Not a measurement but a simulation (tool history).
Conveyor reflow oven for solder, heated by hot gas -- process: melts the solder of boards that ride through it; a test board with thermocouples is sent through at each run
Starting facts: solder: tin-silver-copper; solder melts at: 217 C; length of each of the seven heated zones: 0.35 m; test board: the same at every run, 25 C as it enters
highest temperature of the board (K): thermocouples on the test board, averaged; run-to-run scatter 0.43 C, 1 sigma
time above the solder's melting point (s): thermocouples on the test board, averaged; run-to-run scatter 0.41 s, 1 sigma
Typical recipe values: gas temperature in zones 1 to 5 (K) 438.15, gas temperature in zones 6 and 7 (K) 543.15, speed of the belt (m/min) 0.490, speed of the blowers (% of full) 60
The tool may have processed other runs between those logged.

| run | day | gas temperature in zones 1 to 5 (K) | gas temperature in zones 6 and 7 (K) | speed of the belt (m/min) | speed of the blowers (% of full) | highest temperature of the board (K) | time above the solder's melting point (s) |
|---|---|---|---|---|---|---|---|
| 1 | 0.000 | 438.15 | 543.15 | 0.490 | 60 | 524.75 | 60.5 |
| 2 | 0.321 | 438.15 | 543.15 | 0.490 | 60 | 524.75 | 59.9 |
| 3 | 0.683 | 438.15 | 543.15 | 0.490 | 60 | 525.35 | 60.6 |
| 4 | 0.946 | 438.15 | 543.15 | 0.490 | 60 | 524.35 | 60.3 |
| 5 | 1.312 | 438.15 | 543.15 | 0.490 | 60 | 524.05 | 59.5 |
| 6 | 1.571 | 438.15 | 553.15 | 0.490 | 60 | 533.05 | 66.7 |
| 7 | 1.842 | 438.15 | 543.15 | 0.443 | 60 | 527.85 | 69.9 |
| 8 | 2.121 | 438.15 | 543.15 | 0.443 | 60 | 528.25 | 70.0 |
| 9 | 2.354 | 438.15 | 550.15 | 0.443 | 60 | 533.95 | 74.5 |
| 10 | 2.525 | 438.15 | 550.15 | 0.443 | 60 | 534.65 | 74.7 |
| 11 | 2.775 | 449.15 | 543.15 | 0.490 | 60 | 525.95 | 64.7 |
| 12 | 3.104 | 449.15 | 543.15 | 0.490 | 60 | 526.45 | 65.4 |
| 13 | 3.362 | 438.15 | 543.15 | 0.490 | 65 | 524.55 | 61.3 |
| 14 | 3.621 | 438.15 | 543.15 | 0.490 | 60 | 524.55 | 59.4 |
| 15 | 3.925 | 438.15 | 543.15 | 0.490 | 64 | 524.95 | 61.0 |
| 16 | 4.258 | 435.15 | 543.15 | 0.572 | 60 | 517.55 | 42.6 |
| 17 | 4.633 | 425.15 | 557.15 | 0.561 | 55 | 526.25 | 49.5 |
| 18 | 4.871 | 425.15 | 557.15 | 0.561 | 55 | 526.45 | 48.6 |
| 19 | 5.100 | 438.15 | 543.15 | 0.529 | 53 | 520.45 | 49.9 |
| 20 | 5.371 | 450.15 | 537.15 | 0.490 | 86 | 524.65 | 65.5 |
| 21 | 5.617 | 432.15 | 543.15 | 0.490 | 60 | 523.65 | 56.8 |
| 22 | 5.925 | 438.15 | 543.15 | 0.422 | 60 | 529.35 | 75.2 |
| 23 | 6.158 | 427.15 | 543.15 | 0.424 | 60 | 527.85 | 69.3 |
| 24 | 6.492 | 447.15 | 549.15 | 0.497 | 62 | 531.55 | 67.0 |
| 25 | 6.758 | 449.15 | 543.15 | 0.460 | 60 | 528.25 | 72.4 |
| 26 | 7.329 | 449.15 | 537.15 | 0.516 | 60 | 519.75 | 56.6 |
| 27 | 7.550 | 427.15 | 537.15 | 0.393 | 60 | 524.55 | 71.9 |
| 28 | 7.721 | 445.15 | 543.15 | 0.490 | 61 | 526.55 | 64.2 |
| 29 | 7.975 | 443.15 | 543.15 | 0.490 | 61 | 525.55 | 62.8 |
| 30 | 8.258 | 438.15 | 552.15 | 0.583 | 72 | 527.35 | 51.6 |

Removed from this log: 1 entry logged between the listed runs. Between which two listed runs does each belong, and how does the tool's hidden state at the listed run before it compare with that at the listed run after it?
From run 25 to run 26: flux residue cleaned out of gas plates and filters (day 7.179)
  heat that the gas passes to the board, % of a clean oven's: 99.6 -> 100
